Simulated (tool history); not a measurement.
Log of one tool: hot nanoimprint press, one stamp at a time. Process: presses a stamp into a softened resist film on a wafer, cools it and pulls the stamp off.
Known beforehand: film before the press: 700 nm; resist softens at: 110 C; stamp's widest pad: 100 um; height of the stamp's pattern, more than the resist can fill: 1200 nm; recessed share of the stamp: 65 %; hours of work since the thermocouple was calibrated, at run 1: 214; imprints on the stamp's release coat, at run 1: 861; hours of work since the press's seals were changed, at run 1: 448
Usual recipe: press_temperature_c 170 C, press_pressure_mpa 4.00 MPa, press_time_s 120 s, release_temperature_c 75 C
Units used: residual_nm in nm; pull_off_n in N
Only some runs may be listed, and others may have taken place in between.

run	hour	press_temperature_c	press_pressure_mpa	press_time_s	release_temperature_c	hours of work since the thermocouple was calibrated	imprints on the stamp's release coat	hours of work since the press's seals were changed	residual_nm	pull_off_n
1	0.0	170	4.00	120	75	214	861	448	263.4	99
2	14.2	170	4.00	120	75	220	889	454	263.3	95
3	35.2	170	4.00	120	75	229	930	462	263.3	97
4	59.6	170	4.00	120	75	239	978	472	263.6	100
5	86.7	170	4.00	120	75	250	1031	483	263.8	102
6	110.6	170	4.00	120	75	260	1078	493	265.3	100
7	135.0	170	4.00	120	75	270	1126	503	264.6	100
8	153.9	178	3.03	206	71	277	1163	511	170.8	108
9	165.5	164	3.03	103	71	282	1186	516	401.1	105
10	181.6	164	3.03	103	71	289	1218	522	400.3	107
11	199.0	170	3.84	120	79	296	1252	530	269.5	97
12	215.6	166	4.47	117	79	303	1285	536	303.8	96
13	241.8	170	4.47	117	79	313	1336	547	255.4	97
14	258.5	170	5.98	120	65	320	1369	554	221.0	118

4 ways to go on from here, each from the tool as it stands after run 14. What would each give?
A	277.4	161	5.98	120	83	328	1406	562	?	?
B	277.4	176	5.98	120	65	328	1406	562	?	?
C	277.4	170	5.78	151	75	328	1406	562	?	?
D	277.4	170	3.54	73	68	328	1406	562	?	?

run	residual_nm	pull_off_n
A	333.5	91
B	170.4	116
C	202.8	101
D	342.9	112
Stripped of hidden state, with their random variation kept, the same runs would have yielded:
run	residual_nm	pull_off_n
A	329.8	90
B	168.5	116
C	200.5	101
D	339.1	111
